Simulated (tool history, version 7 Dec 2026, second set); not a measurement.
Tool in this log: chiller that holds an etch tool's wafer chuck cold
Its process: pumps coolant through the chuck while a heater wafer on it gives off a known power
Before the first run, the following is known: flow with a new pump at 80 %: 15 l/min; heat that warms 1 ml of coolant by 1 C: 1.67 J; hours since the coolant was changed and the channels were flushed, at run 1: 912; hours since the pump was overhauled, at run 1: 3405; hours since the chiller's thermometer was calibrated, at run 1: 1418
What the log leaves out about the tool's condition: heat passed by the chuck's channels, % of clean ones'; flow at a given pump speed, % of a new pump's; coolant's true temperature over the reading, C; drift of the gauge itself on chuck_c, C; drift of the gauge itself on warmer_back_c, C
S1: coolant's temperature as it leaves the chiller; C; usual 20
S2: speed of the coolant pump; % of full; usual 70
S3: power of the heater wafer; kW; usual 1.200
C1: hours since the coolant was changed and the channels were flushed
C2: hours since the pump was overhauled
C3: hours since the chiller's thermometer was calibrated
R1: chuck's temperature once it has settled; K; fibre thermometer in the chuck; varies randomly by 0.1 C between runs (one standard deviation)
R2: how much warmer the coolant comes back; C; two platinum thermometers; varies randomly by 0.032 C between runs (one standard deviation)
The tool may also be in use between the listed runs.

Run 1, hour 0.0: usual settings; C1 912; C2 3405; C3 1418. Result: R1 306.45 K, R2 3.66 C.
Run 2, hour 102.0: usual settings; C1 1014; C2 3507; C3 1520. Result: R1 306.45 K, R2 3.65 C.
Run 3, hour 165.2: usual settings; C1 1077; C2 3570; C3 1583. Result: R1 306.75 K, R2 3.64 C.
Run 4, hour 221.5: usual settings; C1 1133; C2 3626; C3 1639. Result: R1 306.65 K, R2 3.67 C.
Run 5, hour 270.4: usual settings; C1 1182; C2 3675; C3 1688. Result: R1 306.75 K, R2 3.67 C.
Run 6, hour 355.2: usual settings; C1 1267; C2 3760; C3 1773. Result: R1 306.65 K, R2 3.72 C.
Run 7, hour 460.4: usual settings; C1 1372; C2 3865; C3 1878. Result: R1 306.85 K, R2 3.73 C.
Run 8, hour 546.9: usual settings; C1 1458; C2 3952; C3 1965. Result: R1 306.95 K, R2 3.74 C.
Run 9, hour 627.8: usual settings but S1 15 C; C1 1539; C2 4032; C3 2046. Result: R1 301.95 K, R2 3.76 C.
At hour 693.2: chiller's thermometer calibrated.
Run 10, hour 736.2: usual settings but S1 15 C; C1 1647; C2 4140; C3 43. Result: R1 301.95 K, R2 3.74 C.
Run 11, hour 837.6: usual settings but S2 91 % of full; C1 1748; C2 4241; C3 144. Result: R1 304.95 K, R2 2.91 C.
Run 12, hour 913.7: usual settings but S2 91 % of full, S3 1.266 kW; C1 1824; C2 4317; C3 220. Result: R1 305.75 K, R2 3.05 C.
Run 13, hour 990.1: usual settings but S1 28 C; C1 1901; C2 4394; C3 297. Result: R1 315.25 K, R2 3.83 C.
Run 14, hour 1080.7: usual settings but S2 84 % of full; C1 1991; C2 4484; C3 388. Result: R1 305.75 K, R2 3.16 C.
At hour 1176.3: chiller's thermometer calibrated, once more.
Run 15, hour 1176.3: usual settings but S2 84 % of full; C1 2086; C2 4579; C3 0. Result: R1 306.45 K, R2 3.20 C.
Run 16, hour 1232.0: usual settings but S2 84 % of full, S3 0.923 kW; C1 2142; C2 4635; C3 56. Result: R1 303.35 K, R2 2.49 C.
Run 17, hour 1316.5: usual settings but S2 84 % of full, S3 0.923 kW; C1 2226; C2 4719; C3 140. Result: R1 303.35 K, R2 2.46 C.
Run 18, hour 1363.3: usual settings but S2 82 % of full, S3 0.923 kW; C1 2273; C2 4766; C3 187. Result: R1 303.65 K, R2 2.50 C.
Run 19, hour 1450.0: usual settings but S1 16 C; C1 2360; C2 4853; C3 274. Result: R1 304.35 K, R2 3.80 C.
Run 20, hour 1534.0: usual settings but S1 16 C; C1 2444; C2 4937; C3 358. Result: R1 304.15 K, R2 3.89 C.
Run 21, hour 1639.8: usual settings but S1 16 C; C1 2549; C2 5042; C3 464. Result: R1 304.55 K, R2 3.92 C.
Run 22, hour 1706.5: usual settings but S1 16 C; C1 2616; C2 5109; C3 530. Result: R1 304.15 K, R2 3.87 C.
Run 23, hour 1782.1: usual settings but S1 16 C; C1 2692; C2 5185; C3 606. Result: R1 304.75 K, R2 3.89 C.
Run 24, hour 1858.7: usual settings but S1 19 C, S2 84 % of full, S3 0.623 kW; C1 2768; C2 5261; C3 682. Result: R1 299.15 K, R2 1.66 C.
Run 25, hour 1952.1: usual settings but S1 19 C, S2 84 % of full, S3 0.623 kW; C1 2862; C2 5355; C3 776. Result: R1 299.35 K, R2 1.70 C.
Run 26, hour 2029.3: usual settings but S1 19 C, S2 87 % of full, S3 0.623 kW; C1 2939; C2 5432; C3 853. Result: R1 299.15 K, R2 1.64 C.
Run 27, hour 2080.2: usual settings but S1 19 C, S2 87 % of full, S3 0.623 kW; C1 2990; C2 5483; C3 904. Result: R1 299.35 K, R2 1.69 C.
Run 28, hour 2173.5: usual settings but S1 14 C, S2 71 % of full, S3 0.781 kW; C1 3083; C2 5576; C3 997. Result: R1 297.25 K, R2 2.56 C.
Run 29, hour 2274.2: usual settings but S1 18 C, S2 63 % of full, S3 0.886 kW; C1 3184; C2 5677; C3 1098. Result: R1 303.65 K, R2 3.25 C.
Run 30, hour 2338.4: usual settings but S3 1.050 kW; C1 3248; C2 5741; C3 1162. Result: R1 306.95 K, R2 3.53 C.
Run 31, hour 2441.5: usual settings but S3 1.790 kW; C1 3351; C2 5844; C3 1265. Result: R1 317.15 K, R2 5.97 C.

Take each entry between the runs: how does the hidden state at the last listed run before it differ from the hidden state at the first listed run after it?
Run 9 -> run 10: chiller's thermometer calibrated (hour 693.2)
  heat passed by the chuck's channels, % of clean ones': 91.8 -> 91.3; flow at a given pump speed, % of a new pump's: 87.7 -> 87.3; coolant's true temperature over the reading, C: -0.41 -> -0.48
  measured result minus the result with no hidden state, R1: +1.60 -> +1.60 K; R2: +0.46 -> +0.47 C
Run 14 -> run 15: chiller's thermometer calibrated, once more (hour 1176.3)
  heat passed by the chuck's channels, % of clean ones': 89.4 -> 89; flow at a given pump speed, % of a new pump's: 86.3 -> 86; coolant's true temperature over the reading, C: -0.56 -> 0.09
  measured result minus the result with no hidden state, R1: +1.60 -> +2.40 K; R2: +0.44 -> +0.45 C
